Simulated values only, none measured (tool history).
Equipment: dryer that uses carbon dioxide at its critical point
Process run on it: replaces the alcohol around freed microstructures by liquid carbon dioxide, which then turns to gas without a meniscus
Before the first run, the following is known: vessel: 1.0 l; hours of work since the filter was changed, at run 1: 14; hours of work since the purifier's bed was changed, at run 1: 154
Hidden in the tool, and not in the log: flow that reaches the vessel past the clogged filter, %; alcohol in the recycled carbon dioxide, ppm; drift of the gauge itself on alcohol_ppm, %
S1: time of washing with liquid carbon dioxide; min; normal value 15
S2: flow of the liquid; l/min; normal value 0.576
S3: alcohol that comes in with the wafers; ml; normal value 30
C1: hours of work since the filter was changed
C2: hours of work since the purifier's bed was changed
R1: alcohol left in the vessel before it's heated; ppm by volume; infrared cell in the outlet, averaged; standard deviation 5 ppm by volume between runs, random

{"run": 1, "day": 0.0, "S1": 15, "S2": 0.576, "S3": 30, "C1": 14, "C2": 154, "R1": 50}
{"run": 2, "day": 0.446, "S1": 15, "S2": 0.576, "S3": 30, "C1": 18, "C2": 157, "R1": 51}
{"run": 3, "day": 0.712, "S1": 15, "S2": 0.65, "S3": 30, "C1": 20, "C2": 160, "R1": 28}
{"run": 4, "day": 0.962, "S1": 15, "S2": 0.576, "S3": 30, "C1": 22, "C2": 162, "R1": 58}
{"run": 5, "day": 1.175, "S1": 15, "S2": 0.576, "S3": 30, "C1": 24, "C2": 164, "R1": 44}
{"run": 6, "day": 1.592, "S1": 15, "S2": 0.576, "S3": 30, "C1": 28, "C2": 167, "R1": 42}
{"run": 7, "day": 1.883, "S1": 15, "S2": 0.576, "S3": 62, "C1": 30, "C2": 170, "R1": 75}
{"run": 8, "day": 2.304, "S1": 15, "S2": 0.576, "S3": 30, "C1": 34, "C2": 173, "R1": 48}
{"run": 9, "day": 2.558, "S1": 15, "S2": 0.526, "S3": 30, "C1": 36, "C2": 175, "R1": 68}
{"run": 10, "day": 2.954, "S1": 13, "S2": 0.879, "S3": 112, "C1": 39, "C2": 179, "R1": 45}
{"run": 11, "day": 3.433, "S1": 15, "S2": 0.576, "S3": 29, "C1": 43, "C2": 183, "R1": 56}
{"run": 12, "day": 3.921, "S1": 21, "S2": 0.63, "S3": 119, "C1": 47, "C2": 187, "R1": 40}
{"run": 13, "day": 4.188, "S1": 21, "S2": 0.703, "S3": 58, "C1": 50, "C2": 189, "R1": 37}
{"run": 14, "day": 4.5, "S1": 21, "S2": 0.423, "S3": 43, "C1": 52, "C2": 192, "R1": 56}
{"run": 15, "day": 4.746, "S1": 15, "S2": 0.449, "S3": 40, "C1": 54, "C2": 194, "R1": 163}
{"run": 16, "day": 5.25, "S1": 15, "S2": 0.648, "S3": 29, "C1": 59, "C2": 198, "R1": 45}
{"run": 17, "day": 5.7, "S1": 11, "S2": 0.5, "S3": 81, "C1": 62, "C2": 202, "R1": 773}

Predict each of these 3 candidate next runs independently; none follows another, all start after run 17:
{"run": "A", "day": 6.121, "S1": 17, "S2": 0.642, "S3": 79, "C1": 66, "C2": 206, "R1": "?"}
{"run": "B", "day": 6.121, "S1": 15, "S2": 0.576, "S3": 22, "C1": 66, "C2": 206, "R1": "?"}
{"run": "C", "day": 6.121, "S1": 11, "S2": 0.393, "S3": 81, "C1": 66, "C2": 206, "R1": "?"}

run=A R1=54
run=B R1=57
run=C R1=2040
The same runs, with their run-to-run variation unchanged, on a tool lacking any hidden condition would have given:
run=A R1=18
run=B R1=20
run=C R1=1865

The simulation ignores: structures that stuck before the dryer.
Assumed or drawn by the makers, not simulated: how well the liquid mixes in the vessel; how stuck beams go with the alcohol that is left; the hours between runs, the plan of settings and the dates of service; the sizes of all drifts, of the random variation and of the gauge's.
